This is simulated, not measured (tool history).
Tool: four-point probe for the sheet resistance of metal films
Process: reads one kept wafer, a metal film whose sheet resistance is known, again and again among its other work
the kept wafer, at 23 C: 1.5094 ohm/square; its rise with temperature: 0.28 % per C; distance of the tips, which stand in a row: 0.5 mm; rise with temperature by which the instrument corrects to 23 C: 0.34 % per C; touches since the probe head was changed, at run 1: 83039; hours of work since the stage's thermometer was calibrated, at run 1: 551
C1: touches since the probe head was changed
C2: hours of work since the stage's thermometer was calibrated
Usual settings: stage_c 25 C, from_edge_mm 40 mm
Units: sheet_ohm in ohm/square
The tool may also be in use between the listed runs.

Run 1, hour 0.0: usual settings; C1 83039; C2 551. Result: sheet_ohm 1.507875 ohm/square.
Run 2, hour 72.7: usual settings; C1 86475; C2 598. Result: sheet_ohm 1.507759 ohm/square.
Run 3, hour 189.5: usual settings; C1 91996; C2 674. Result: sheet_ohm 1.507999 ohm/square.
Run 4, hour 280.4: usual settings; C1 96292; C2 733. Result: sheet_ohm 1.507772 ohm/square.
Run 5, hour 390.5: usual settings; C1 101499; C2 804. Result: sheet_ohm 1.507432 ohm/square.
Run 6, hour 489.4: usual settings; C1 106174; C2 868. Result: sheet_ohm 1.507887 ohm/square.
Run 7, hour 570.6: usual settings but stage_c 22 C, from_edge_mm 9 mm; C1 110010; C2 920. Result: sheet_ohm 1.513265 ohm/square.
Run 8, hour 630.9: usual settings but stage_c 22 C, from_edge_mm 9 mm; C1 112862; C2 959. Result: sheet_ohm 1.513110 ohm/square.

Run 9 comes next. What will it give?
Run 9, hour 756.0: usual settings but stage_c 27 C, from_edge_mm 22 mm; C1 118774; C2 1040. Result: sheet_ohm ?.

sheet_ohm: 1.506254 ohm/square
Without the tool's hidden state the same run would have given sheet_ohm 1.506190 ohm/square.
